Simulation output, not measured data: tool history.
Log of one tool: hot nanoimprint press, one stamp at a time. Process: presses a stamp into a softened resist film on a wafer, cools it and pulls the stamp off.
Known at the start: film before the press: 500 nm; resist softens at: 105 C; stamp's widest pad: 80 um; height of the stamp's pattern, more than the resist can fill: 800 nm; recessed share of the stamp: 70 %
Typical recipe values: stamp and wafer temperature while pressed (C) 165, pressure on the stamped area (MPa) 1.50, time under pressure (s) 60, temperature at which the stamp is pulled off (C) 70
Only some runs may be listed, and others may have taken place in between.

| run | day | stamp and wafer temperature while pressed (C) | pressure on the stamped area (MPa) | time under pressure (s) | temperature at which the stamp is pulled off (C) | resist left under the stamp's widest pad (Å) | greatest force while the stamp is pulled off (N) |
|---|---|---|---|---|---|---|---|
| 1 | 0.000 | 165 | 1.50 | 60 | 70 | 2522 | 207 |
| 2 | 1.825 | 165 | 1.50 | 60 | 70 | 2499 | 216 |
| 3 | 3.704 | 165 | 1.50 | 60 | 70 | 2510 | 217 |
| 4 | 6.733 | 165 | 1.50 | 60 | 70 | 2519 | 220 |
| 5 | 9.675 | 177 | 1.50 | 60 | 70 | 1532 | 235 |
| 6 | 11.942 | 165 | 1.50 | 60 | 70 | 2503 | 247 |
|  | 13.229 | stamp cleaned and given a new release coat |
|  | 14.612 | plate thermocouple calibrated |
| 7 | 15.067 | 165 | 1.50 | 60 | 70 | 2469 | 130 |
| 8 | 18.250 | 173 | 1.82 | 69 | 67 | 1520 | 145 |
| 9 | 20.142 | 156 | 1.82 | 69 | 66 | 3160 | 154 |
| 10 | 21.796 | 156 | 1.08 | 69 | 74 | 3772 | 134 |
|  | 22.354 | plate thermocouple calibrated, once more |
| 11 | 23.708 | 156 | 1.08 | 69 | 74 | 3922 | 144 |
| 12 | 26.642 | 156 | 1.08 | 69 | 74 | 3910 | 155 |

Selected run-to-run steps in resist left under the stamp's widest pad (Å), each split into two signed amounts: the part the tool would show with no hidden state at all (from settings, incoming material and random variation), and the remainder, which goes to the hidden state together with any gauge scatter not common to the measured and the hidden-state-free results:
What the log doesn't record here: true temperature over the reading, C; pressure that arrives at the usual setting, %; grip of the stamp's worn release coat, % over a new coat's; drift of the gauge itself on residual_nm, %; drift of the gauge itself on pull_off_n, %.
Run 8 -> 9: stamp and wafer temperature while pressed (C) 173 -> 156, temperature at which the stamp is pulled off (C) 67 -> 66. resist left under the stamp's widest pad (Å) +1640: hidden state -72, all else +1712.
Run 10 -> 11: plate thermocouple calibrated, once more. resist left under the stamp's widest pad (Å) +150: hidden state +158, all else -8.

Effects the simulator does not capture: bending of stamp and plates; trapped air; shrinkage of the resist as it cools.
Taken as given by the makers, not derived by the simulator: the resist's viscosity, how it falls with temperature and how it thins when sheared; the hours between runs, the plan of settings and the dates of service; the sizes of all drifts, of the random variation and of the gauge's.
